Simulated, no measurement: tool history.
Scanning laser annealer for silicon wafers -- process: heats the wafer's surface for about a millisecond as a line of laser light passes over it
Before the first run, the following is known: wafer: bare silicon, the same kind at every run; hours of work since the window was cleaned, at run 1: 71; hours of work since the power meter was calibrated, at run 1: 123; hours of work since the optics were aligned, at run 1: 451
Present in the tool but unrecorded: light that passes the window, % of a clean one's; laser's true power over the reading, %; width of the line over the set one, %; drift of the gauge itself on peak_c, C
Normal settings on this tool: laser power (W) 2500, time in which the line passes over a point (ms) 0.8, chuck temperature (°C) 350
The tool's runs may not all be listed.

run   hour  laser power (W)  time in which the line passes over a point (ms)  chuck temperature (°C)  hours of work since the window was cleaned  hours of work since the power meter was calibrated  hours of work since the optics were aligned  highest temperature of the surface (°C)
  1      0             2500                                              0.8                     350                                          71                                                 123                                          451                                     1060
  2   20.1             2280                                              0.8                     350                                          81                                                 133                                          461                                      997
  3   50.9             2280                                            0.888                     350                                          96                                                 148                                          476                                     1040
  4   81.8             2280                                            0.888                     350                                         111                                                 163                                          492                                     1039
  5  100.1             2280                                            0.888                     350                                         120                                                 172                                          501                                     1039
  6  129.3             2280                                            0.888                     350                                         134                                                 187                                          515                                     1038
  7  144.8             2280                                            0.888                     350                                         142                                                 194                                          523                                     1038
  8  176.2             2280                                            0.888                     350                                         157                                                 210                                          538                                     1035
  9  208.3             2280                                            0.888                     350                                         173                                                 226                                          554                                     1035
 10  230.5             2280                                            0.888                     350                                         184                                                 237                                          565                                     1033
 11  249.8             2280                                            0.888                     350                                         194                                                 246                                          574                                     1036
 12  269.6             2500                                              0.8                     350                                         203                                                 256                                          584                                     1052
 13  294.1             2500                                              0.8                     350                                         215                                                 268                                          596                                     1053
 14  309.4             2500                                            0.633                     350                                         223                                                 275                                          604                                      960
     317.4  -- optics aligned, line set to its width
 15    328             2500                                              0.8                     350                                         230                                                 282                                            5                                     1047
 16  344.5             2500                                              0.8                     350                                         238                                                 290                                           13                                     1047
 17  369.8             2500                                              0.8                     350                                         250                                                 303                                           26                                     1051
 18  387.3             2500                                            0.748                     350                                         259                                                 311                                           34                                     1018
 19  405.4             2500                                            0.935                     350                                         268                                                 320                                           43                                     1113
     422.4  -- optics aligned, line set to its width, once more
 20  433.3             2500                                            0.935                     350                                         279                                                 331                                            5                                     1120
 21  461.2             2500                                            0.935                     350                                         293                                                 345                                           19                                     1122
 22  478.8             2500                                            0.935                     350                                         301                                                 354                                           28                                     1123
 23  501.5             2420                                            0.698                     364                                         313                                                 365                                           39                                      990
 24  532.2             2669                                            0.698                     338                                         328                                                 380                                           54                                     1028
 25  559.3             2669                                            0.698                     338                                         341                                                 394                                           67                                     1026
 26  591.7             2699                                            0.718                     389                                         357                                                 409                                           83                                     1099
 27  618.3             2392                                            0.634                     362                                         370                                                 423                                           96                                      944
 28  632.6             2392                                            0.634                     378                                         377                                                 430                                          103                                      959
 29  656.7             2392                                            0.871                     378                                         389                                                 441                                          115                                     1078
 30    680             2566                                            0.806                     360                                         400                                                 453                                          127                                     1080
 31    704             2454                                             0.77                     350                                         412                                                 465                                          139                                     1018
 32  733.7             2362                                            0.622                     313                                         427                                                 479                                          153                                      878
 33  761.6             2362                                            0.622                     313                                         441                                                 493                                          167                                      880
 34  780.4             2362                                             0.62                     344                                         450                                                 502                                          176                                      910
 35  793.5             2362                                             0.62                     344                                         456                                                 509                                          183                                      911
 36  813.5             2151                                             0.62                     344                                         466                                                 519                                          192                                      860
 37    829             2151                                             0.62                     344                                         474                                                 526                                          200                                      859
 38  856.8             2282                                            0.748                     332                                         487                                                 540                                          214                                      940
 39  881.3             2512                                            0.748                     332                                         499                                                 552                                          226                                     1002
 40  913.9             2224                                            0.599                     350                                         515                                                 568                                          242                                      871
 41  943.3             2721                                            0.878                     318                                         530                                                 582                                          256                                     1113

Pick out some run-to-run changes in highest temperature of the surface (°C). Of each, how much would a tool without hidden state show as well, from the settings, what came in and chance, and how much is left for the hidden state and any gauge scatter not in both results compared?
Run 14 -> 15: time in which the line passes over a point (ms) 0.633 -> 0.8, optics aligned, line set to its width. highest temperature of the surface (°C) +87: hidden state -5, all else +92.
Run 19 -> 20: optics aligned, line set to its width, once more. highest temperature of the surface (°C) +7: hidden state +8, all else -1.
Run 26 -> 27: laser power (W) 2699 -> 2392, time in which the line passes over a point (ms) 0.718 -> 0.634, chuck temperature (°C) 389 -> 362. highest temperature of the surface (°C) -155: hidden state +3, all else -158.
Run 31 -> 32: laser power (W) 2454 -> 2362, time in which the line passes over a point (ms) 0.77 -> 0.622, chuck temperature (°C) 350 -> 313. highest temperature of the surface (°C) -140: hidden state +3, all else -143.
Run 40 -> 41: laser power (W) 2224 -> 2721, time in which the line passes over a point (ms) 0.599 -> 0.878, chuck temperature (°C) 350 -> 318. highest temperature of the surface (°C) +242: hidden state -12, all else +254.
